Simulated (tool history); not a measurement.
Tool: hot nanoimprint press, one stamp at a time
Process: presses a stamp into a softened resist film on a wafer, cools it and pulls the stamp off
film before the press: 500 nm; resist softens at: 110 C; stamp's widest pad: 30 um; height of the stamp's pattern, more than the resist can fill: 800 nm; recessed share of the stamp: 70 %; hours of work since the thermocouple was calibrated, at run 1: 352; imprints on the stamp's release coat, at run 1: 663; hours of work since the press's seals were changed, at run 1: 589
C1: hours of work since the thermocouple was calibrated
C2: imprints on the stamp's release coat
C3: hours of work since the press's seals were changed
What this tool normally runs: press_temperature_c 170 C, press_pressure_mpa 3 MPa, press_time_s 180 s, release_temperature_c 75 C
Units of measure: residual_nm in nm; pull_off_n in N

{"run": 1, "hour": 0.0, "press_temperature_c": 170, "press_pressure_mpa": 3, "press_time_s": 180, "release_temperature_c": 75, "C1": 352, "C2": 663, "C3": 589, "residual_nm": 199.4, "pull_off_n": 169}
{"run": 2, "hour": 26.9, "press_temperature_c": 170, "press_pressure_mpa": 3, "press_time_s": 180, "release_temperature_c": 75, "C1": 365, "C2": 758, "C3": 601, "residual_nm": 199.6, "pull_off_n": 180}
{"hour": 32.4, "done": "plate thermocouple calibrated"}
{"run": 3, "hour": 66.3, "press_temperature_c": 170, "press_pressure_mpa": 3, "press_time_s": 180, "release_temperature_c": 63, "C1": 16, "C2": 885, "C3": 619, "residual_nm": 204, "pull_off_n": 229}
{"run": 4, "hour": 115.9, "press_temperature_c": 170, "press_pressure_mpa": 3.62, "press_time_s": 180, "release_temperature_c": 75, "C1": 39, "C2": 1060, "C3": 642, "residual_nm": 191.5, "pull_off_n": 206}
{"run": 5, "hour": 136.3, "press_temperature_c": 170, "press_pressure_mpa": 3.62, "press_time_s": 180, "release_temperature_c": 75, "C1": 49, "C2": 1132, "C3": 652, "residual_nm": 190.2, "pull_off_n": 211}
{"run": 6, "hour": 168.9, "press_temperature_c": 170, "press_pressure_mpa": 3.62, "press_time_s": 180, "release_temperature_c": 75, "C1": 65, "C2": 1246, "C3": 667, "residual_nm": 190.2, "pull_off_n": 216}
{"run": 7, "hour": 194.2, "press_temperature_c": 170, "press_pressure_mpa": 2.62, "press_time_s": 180, "release_temperature_c": 75, "C1": 76, "C2": 1335, "C3": 679, "residual_nm": 221.1, "pull_off_n": 226}
{"hour": 222.3, "done": "plate thermocouple calibrated, once more"}
{"run": 8, "hour": 223.9, "press_temperature_c": 170, "press_pressure_mpa": 4.65, "press_time_s": 180, "release_temperature_c": 75, "C1": 1, "C2": 1429, "C3": 692, "residual_nm": 151.5, "pull_off_n": 215}
{"run": 9, "hour": 257.5, "press_temperature_c": 163, "press_pressure_mpa": 4.65, "press_time_s": 180, "release_temperature_c": 75, "C1": 17, "C2": 1547, "C3": 708, "residual_nm": 220.1, "pull_off_n": 219}
{"run": 10, "hour": 306.5, "press_temperature_c": 163, "press_pressure_mpa": 2.99, "press_time_s": 135, "release_temperature_c": 75, "C1": 40, "C2": 1720, "C3": 731, "residual_nm": 289.9, "pull_off_n": 240}
{"hour": 342.4, "done": "stamp cleaned and given a new release coat"}
{"run": 11, "hour": 350.8, "press_temperature_c": 170, "press_pressure_mpa": 2.17, "press_time_s": 180, "release_temperature_c": 75, "C1": 58, "C2": 29, "C3": 749, "residual_nm": 215.7, "pull_off_n": 131}
{"run": 12, "hour": 371.1, "press_temperature_c": 170, "press_pressure_mpa": 2.4, "press_time_s": 135, "release_temperature_c": 75, "C1": 67, "C2": 100, "C3": 758, "residual_nm": 233.4, "pull_off_n": 137}
{"run": 13, "hour": 407.2, "press_temperature_c": 172, "press_pressure_mpa": 3, "press_time_s": 180, "release_temperature_c": 75, "C1": 85, "C2": 228, "C3": 775, "residual_nm": 172, "pull_off_n": 150}

Here are 3 independent what-if runs from the current tool condition. What would each one return?
{"run": "A", "hour": 430.9, "press_temperature_c": 172, "press_pressure_mpa": 3.75, "press_time_s": 180, "release_temperature_c": 61, "C1": 96, "C2": 311, "C3": 787, "residual_nm": "?", "pull_off_n": "?"}
{"run": "B", "hour": 430.9, "press_temperature_c": 178, "press_pressure_mpa": 3, "press_time_s": 347, "release_temperature_c": 79, "C1": 96, "C2": 311, "C3": 787, "residual_nm": "?", "pull_off_n": "?"}
{"run": "C", "hour": 430.9, "press_temperature_c": 179, "press_pressure_mpa": 3.75, "press_time_s": 124, "release_temperature_c": 75, "C1": 96, "C2": 311, "C3": 787, "residual_nm": "?", "pull_off_n": "?"}

run=A residual_nm=154.8 pull_off_n=193
run=B residual_nm=96.8 pull_off_n=146
run=C residual_nm=129.8 pull_off_n=152
With no hidden state in the tool, these same runs would have given:
run=A residual_nm=146.6 pull_off_n=172
run=B residual_nm=92.3 pull_off_n=130
run=C residual_nm=123 pull_off_n=135
